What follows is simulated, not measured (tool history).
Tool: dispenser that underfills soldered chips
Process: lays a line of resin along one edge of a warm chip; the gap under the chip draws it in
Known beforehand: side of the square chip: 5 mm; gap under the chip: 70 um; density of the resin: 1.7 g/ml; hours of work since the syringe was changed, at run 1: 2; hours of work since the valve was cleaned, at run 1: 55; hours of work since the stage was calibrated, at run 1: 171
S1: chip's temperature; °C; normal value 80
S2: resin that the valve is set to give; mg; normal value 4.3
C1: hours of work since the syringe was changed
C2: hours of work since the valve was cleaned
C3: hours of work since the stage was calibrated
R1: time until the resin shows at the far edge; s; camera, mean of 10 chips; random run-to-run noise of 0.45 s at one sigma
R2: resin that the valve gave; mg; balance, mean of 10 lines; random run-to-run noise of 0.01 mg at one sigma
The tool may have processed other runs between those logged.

| run | day | S1 | S2 | C1 | C2 | C3 | R1 | R2 |
|---|---|---|---|---|---|---|---|---|
| 1 | 0 | 80 | 4.3 | 2 | 55 | 171 | 38.8 | 4.13 |
| 2 | 0.475 | 80 | 4.3 | 9 | 62 | 178 | 66.9 | 4.12 |
|  | 0.538 | new syringe of resin |
|  | 1.008 | dispensing valve cleaned and set on the balance |
| 3 | 1.029 | 80 | 4.3 | 7 | 0 | 185 | 55.3 | 4.27 |
|  | 1.258 | new syringe of resin |
| 4 | 1.462 | 80 | 4.3 | 3 | 7 | 192 | 40.8 | 4.26 |
| 5 | 1.717 | 80 | 4.3 | 7 | 10 | 195 | 55.6 | 4.25 |
|  | 1.929 | new syringe of resin |
| 6 | 2.254 | 80 | 4.3 | 5 | 18 | 203 | 47.7 | 4.23 |
|  | 2.596 | new syringe of resin |
| 7 | 2.833 | 80 | 4.3 | 4 | 27 | 212 | 43.6 | 4.21 |
|  | 3.267 | new syringe of resin |
| 8 | 3.288 | 80 | 4.3 | 0 | 33 | 218 | 34.9 | 4.18 |
| 9 | 3.788 | 67 | 4.3 | 8 | 41 | 226 | 101 | 4.19 |
|  | 3.946 | new syringe of resin |
| 10 | 4.083 | 67 | 4.86 | 2 | 45 | 230 | 64.6 | 4.7 |
| 11 | 4.329 | 80 | 4.3 | 6 | 49 | 234 | 52.3 | 4.16 |
| 12 | 4.562 | 80 | 4.3 | 9 | 52 | 237 | 67.1 | 4.14 |
|  | 4.646 | new syringe of resin |
| 13 | 4.921 | 80 | 4.3 | 4 | 58 | 242 | 46.6 | 4.11 |
| 14 | 5.158 | 80 | 4.3 | 8 | 61 | 246 | 62.3 | 4.11 |
|  | 5.312 | new syringe of resin |
| 15 | 5.608 | 80 | 4.3 | 4 | 68 | 253 | 46.8 | 4.09 |
|  | 5.771 | dispensing valve cleaned and set on the balance |
| 16 | 5.946 | 80 | 4.3 | 9 | 3 | 257 | 65.5 | 4.28 |
|  | 6.029 | new syringe of resin |
| 17 | 6.467 | 80 | 4.3 | 7 | 10 | 265 | 53.2 | 4.26 |
|  | 6.7 | new syringe of resin |
| 18 | 6.858 | 80 | 4.3 | 2 | 16 | 270 | 38.9 | 4.24 |
| 19 | 7.312 | 77 | 5.34 | 9 | 23 | 277 | 72.3 | 5.23 |
|  | 7.375 | new syringe of resin |
| 20 | 7.858 | 88 | 5.34 | 7 | 31 | 285 | 40.8 | 5.21 |
|  | 8.038 | new syringe of resin |
| 21 | 8.262 | 79 | 5.56 | 3 | 37 | 291 | 43.6 | 5.41 |
|  | 8.712 | new syringe of resin |
| 22 | 8.746 | 72 | 4.33 | 1 | 44 | 298 | 47.1 | 4.2 |
| 23 | 9.292 | 73 | 4.3 | 9 | 52 | 306 | 83.7 | 4.12 |
|  | 9.4 | new syringe of resin |
| 24 | 9.808 | 73 | 4.3 | 6 | 59 | 314 | 69.7 | 4.13 |
|  | 10.104 | new syringe of resin |
| 25 | 10.162 | 83 | 4.23 | 1 | 65 | 319 | 32 | 4.03 |
|  | 10.529 | dispensing valve cleaned and set on the balance |
| 26 | 10.558 | 75 | 3.98 | 6 | 0 | 324 | 66.3 | 3.96 |
|  | 10.808 | new syringe of resin |
| 27 | 11.129 | 75 | 3.98 | 5 | 9 | 333 | 58.5 | 3.95 |
|  | 11.467 | new syringe of resin |
| 28 | 11.571 | 75 | 3.98 | 2 | 15 | 339 | 46 | 3.93 |
| 29 | 11.925 | 80 | 4.22 | 7 | 21 | 344 | 55.8 | 4.15 |
|  | 12.133 | new syringe of resin |
| 30 | 12.296 | 80 | 4.36 | 2 | 26 | 350 | 40.1 | 4.28 |
| 31 | 12.554 | 80 | 4.01 | 6 | 30 | 354 | 53.5 | 3.92 |
|  | 12.829 | new syringe of resin |
| 32 | 13.004 | 94 | 4.03 | 3 | 36 | 360 | 23.8 | 3.94 |
| 33 | 13.4 | 78 | 4.72 | 9 | 42 | 366 | 66.2 | 4.58 |
|  | 13.504 | new syringe of resin |
| 34 | 13.954 | 80 | 4.17 | 7 | 50 | 374 | 53.9 | 4.02 |
|  | 14.171 | new syringe of resin |
| 35 | 14.508 | 69 | 5.04 | 5 | 58 | 382 | 71 | 4.83 |

Forecast each of these 4 alternatives for the next run:
|  | 14.854 | new syringe of resin |
| A | 14.871 | 90 | 4.81 | 0 | 64 | 388 | ? | ? |
|  | 14.854 | new syringe of resin |
| B | 14.871 | 80 | 3.87 | 0 | 64 | 388 | ? | ? |
|  | 14.854 | new syringe of resin |
| C | 14.871 | 69 | 5.4 | 0 | 64 | 388 | ? | ? |
|  | 14.854 | new syringe of resin |
| D | 14.871 | 67 | 4.3 | 0 | 64 | 388 | ? | ? |

| run | R1 | R2 |
|---|---|---|
| A | 22.4 | 4.58 |
| B | 34.6 | 3.7 |
| C | 51.5 | 5.14 |
| D | 57.9 | 4.11 |
Take away the tool's hidden state, keep each run's random variation, and the runs would have read:
| run | R1 | R2 |
|---|---|---|
| A | 22.7 | 4.8 |
| B | 34.7 | 3.87 |
| C | 52.4 | 5.38 |
| D | 58.7 | 4.3 |

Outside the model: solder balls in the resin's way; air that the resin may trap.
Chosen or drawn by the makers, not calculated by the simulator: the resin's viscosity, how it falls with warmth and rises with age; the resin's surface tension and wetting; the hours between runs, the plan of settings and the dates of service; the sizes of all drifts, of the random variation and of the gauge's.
